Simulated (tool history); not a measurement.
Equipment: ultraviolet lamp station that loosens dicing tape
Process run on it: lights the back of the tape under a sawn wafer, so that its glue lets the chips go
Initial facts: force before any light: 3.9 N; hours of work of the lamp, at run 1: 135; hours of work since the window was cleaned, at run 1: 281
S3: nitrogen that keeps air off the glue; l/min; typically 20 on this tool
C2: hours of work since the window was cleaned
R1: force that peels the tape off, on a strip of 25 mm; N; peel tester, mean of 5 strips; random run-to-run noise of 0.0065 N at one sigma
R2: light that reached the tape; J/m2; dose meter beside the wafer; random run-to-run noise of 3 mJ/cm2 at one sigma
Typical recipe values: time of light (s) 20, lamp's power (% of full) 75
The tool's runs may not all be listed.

{"run": 1, "hour": 0.0, "time of light (s)": 20, "lamp's power (% of full)": 75, "S3": 20, "hours of work of the lamp": 135, "C2": 281, "R1": 0.25, "R2": 3940}
{"run": 2, "hour": 6.5, "time of light (s)": 20, "lamp's power (% of full)": 75, "S3": 14, "hours of work of the lamp": 138, "C2": 284, "R1": 0.312, "R2": 3910}
{"run": 3, "hour": 11.6, "time of light (s)": 20, "lamp's power (% of full)": 75, "S3": 14, "hours of work of the lamp": 140, "C2": 286, "R1": 0.32, "R2": 3910}
{"run": 4, "hour": 16.3, "time of light (s)": 20, "lamp's power (% of full)": 75, "S3": 14, "hours of work of the lamp": 143, "C2": 288, "R1": 0.332, "R2": 3970}
{"run": 5, "hour": 22.2, "time of light (s)": 20, "lamp's power (% of full)": 71, "S3": 20, "hours of work of the lamp": 145, "C2": 291, "R1": 0.271, "R2": 3760}
{"run": 6, "hour": 27.1, "time of light (s)": 20, "lamp's power (% of full)": 71, "S3": 20, "hours of work of the lamp": 147, "C2": 293, "R1": 0.278, "R2": 3680}
{"run": 7, "hour": 35.8, "time of light (s)": 20, "lamp's power (% of full)": 75, "S3": 20, "hours of work of the lamp": 151, "C2": 297, "R1": 0.253, "R2": 3930}
{"run": 8, "hour": 44.1, "time of light (s)": 20, "lamp's power (% of full)": 75, "S3": 20, "hours of work of the lamp": 155, "C2": 301, "R1": 0.249, "R2": 3910}
{"run": 9, "hour": 49.2, "time of light (s)": 20, "lamp's power (% of full)": 75, "S3": 20, "hours of work of the lamp": 158, "C2": 303, "R1": 0.255, "R2": 3880}
{"run": 10, "hour": 58.3, "time of light (s)": 18, "lamp's power (% of full)": 75, "S3": 20, "hours of work of the lamp": 162, "C2": 307, "R1": 0.308, "R2": 3480}
{"run": 11, "hour": 68.0, "time of light (s)": 18, "lamp's power (% of full)": 75, "S3": 20, "hours of work of the lamp": 166, "C2": 312, "R1": 0.312, "R2": 3530}
{"run": 12, "hour": 72.4, "time of light (s)": 18, "lamp's power (% of full)": 75, "S3": 20, "hours of work of the lamp": 168, "C2": 314, "R1": 0.291, "R2": 3490}
{"run": 13, "hour": 77.3, "time of light (s)": 18, "lamp's power (% of full)": 75, "S3": 20, "hours of work of the lamp": 170, "C2": 316, "R1": 0.308, "R2": 3510}
{"run": 14, "hour": 85.6, "time of light (s)": 18, "lamp's power (% of full)": 75, "S3": 20, "hours of work of the lamp": 174, "C2": 320, "R1": 0.307, "R2": 3530}
{"run": 15, "hour": 94.3, "time of light (s)": 18, "lamp's power (% of full)": 75, "S3": 20, "hours of work of the lamp": 178, "C2": 324, "R1": 0.314, "R2": 3460}
{"run": 16, "hour": 99.5, "time of light (s)": 20, "lamp's power (% of full)": 75, "S3": 20, "hours of work of the lamp": 181, "C2": 326, "R1": 0.258, "R2": 3890}
{"run": 17, "hour": 107.7, "time of light (s)": 20, "lamp's power (% of full)": 75, "S3": 20, "hours of work of the lamp": 184, "C2": 330, "R1": 0.26, "R2": 3830}
{"run": 18, "hour": 114.3, "time of light (s)": 20, "lamp's power (% of full)": 92, "S3": 20, "hours of work of the lamp": 187, "C2": 333, "R1": 0.193, "R2": 4780}
{"run": 19, "hour": 121.1, "time of light (s)": 12, "lamp's power (% of full)": 75, "S3": 6, "hours of work of the lamp": 190, "C2": 336, "R1": 1.232, "R2": 2290}
{"run": 20, "hour": 128.3, "time of light (s)": 36, "lamp's power (% of full)": 91, "S3": 12, "hours of work of the lamp": 194, "C2": 339, "R1": 0.132, "R2": 8390}
{"run": 21, "hour": 134.5, "time of light (s)": 36, "lamp's power (% of full)": 66, "S3": 12, "hours of work of the lamp": 197, "C2": 342, "R1": 0.183, "R2": 6090}
{"run": 22, "hour": 143.8, "time of light (s)": 34, "lamp's power (% of full)": 66, "S3": 12, "hours of work of the lamp": 201, "C2": 347, "R1": 0.183, "R2": 5750}
{"run": 23, "hour": 151.9, "time of light (s)": 33, "lamp's power (% of full)": 75, "S3": 20, "hours of work of the lamp": 205, "C2": 350, "R1": 0.139, "R2": 6240}
{"run": 24, "hour": 161.2, "time of light (s)": 32, "lamp's power (% of full)": 75, "S3": 36, "hours of work of the lamp": 209, "C2": 355, "R1": 0.117, "R2": 6120}
{"run": 25, "hour": 167.1, "time of light (s)": 20, "lamp's power (% of full)": 98, "S3": 38, "hours of work of the lamp": 212, "C2": 357, "R1": 0.138, "R2": 5000}
{"run": 26, "hour": 177.2, "time of light (s)": 20, "lamp's power (% of full)": 98, "S3": 38, "hours of work of the lamp": 216, "C2": 362, "R1": 0.133, "R2": 4940}
{"run": 27, "hour": 187.6, "time of light (s)": 10, "lamp's power (% of full)": 66, "S3": 20, "hours of work of the lamp": 221, "C2": 367, "R1": 1.019, "R2": 1680}
{"run": 28, "hour": 197.1, "time of light (s)": 22, "lamp's power (% of full)": 66, "S3": 40, "hours of work of the lamp": 225, "C2": 371, "R1": 0.185, "R2": 3650}
{"run": 29, "hour": 202.5, "time of light (s)": 22, "lamp's power (% of full)": 69, "S3": 40, "hours of work of the lamp": 228, "C2": 373, "R1": 0.181, "R2": 3820}
{"run": 30, "hour": 212.1, "time of light (s)": 22, "lamp's power (% of full)": 69, "S3": 11, "hours of work of the lamp": 232, "C2": 378, "R1": 0.429, "R2": 3800}
{"hour": 214.7, "done": "window cleaned of glue's vapour"}
{"run": 31, "hour": 221.5, "time of light (s)": 21, "lamp's power (% of full)": 92, "S3": 14, "hours of work of the lamp": 236, "C2": 3, "R1": 0.2, "R2": 5360}
{"run": 32, "hour": 226.4, "time of light (s)": 21, "lamp's power (% of full)": 92, "S3": 14, "hours of work of the lamp": 238, "C2": 5, "R1": 0.187, "R2": 5330}
{"run": 33, "hour": 236.4, "time of light (s)": 17, "lamp's power (% of full)": 73, "S3": 25, "hours of work of the lamp": 243, "C2": 10, "R1": 0.283, "R2": 3410}
{"run": 34, "hour": 245.4, "time of light (s)": 17, "lamp's power (% of full)": 73, "S3": 25, "hours of work of the lamp": 247, "C2": 14, "R1": 0.271, "R2": 3370}
{"run": 35, "hour": 254.9, "time of light (s)": 17, "lamp's power (% of full)": 73, "S3": 25, "hours of work of the lamp": 251, "C2": 18, "R1": 0.284, "R2": 3420}
{"run": 36, "hour": 261.9, "time of light (s)": 24, "lamp's power (% of full)": 73, "S3": 6, "hours of work of the lamp": 255, "C2": 22, "R1": 0.426, "R2": 4770}

Each row is a separate what-if for the run after 36, all from the same tool condition, not one after another. Results?
{"run": "A", "hour": 268.8, "time of light (s)": 24, "lamp's power (% of full)": 64, "S3": 6, "hours of work of the lamp": 258, "C2": 25, "R1": "?", "R2": "?"}
{"run": "B", "hour": 268.8, "time of light (s)": 20, "lamp's power (% of full)": 75, "S3": 8, "hours of work of the lamp": 258, "C2": 25, "R1": "?", "R2": "?"}
{"run": "C", "hour": 268.8, "time of light (s)": 28, "lamp's power (% of full)": 73, "S3": 27, "hours of work of the lamp": 258, "C2": 25, "R1": "?", "R2": "?"}
{"run": "D", "hour": 268.8, "time of light (s)": 16, "lamp's power (% of full)": 73, "S3": 20, "hours of work of the lamp": 258, "C2": 25, "R1": "?", "R2": "?"}
{"run": "E", "hour": 268.8, "time of light (s)": 33, "lamp's power (% of full)": 97, "S3": 6, "hours of work of the lamp": 258, "C2": 25, "R1": "?", "R2": "?"}

run=A R1=0.525 R2=4190
run=B R1=0.462 R2=4130
run=C R1=0.132 R2=5590
run=D R1=0.361 R2=3180
run=E R1=0.164 R2=8840
Had the tool no hidden state, the same runs would have come out as:
run=A R1=0.469 R2=4470
run=B R1=0.412 R2=4410
run=C R1=0.126 R2=5970
run=D R1=0.320 R2=3390
run=E R1=0.154 R2=9430
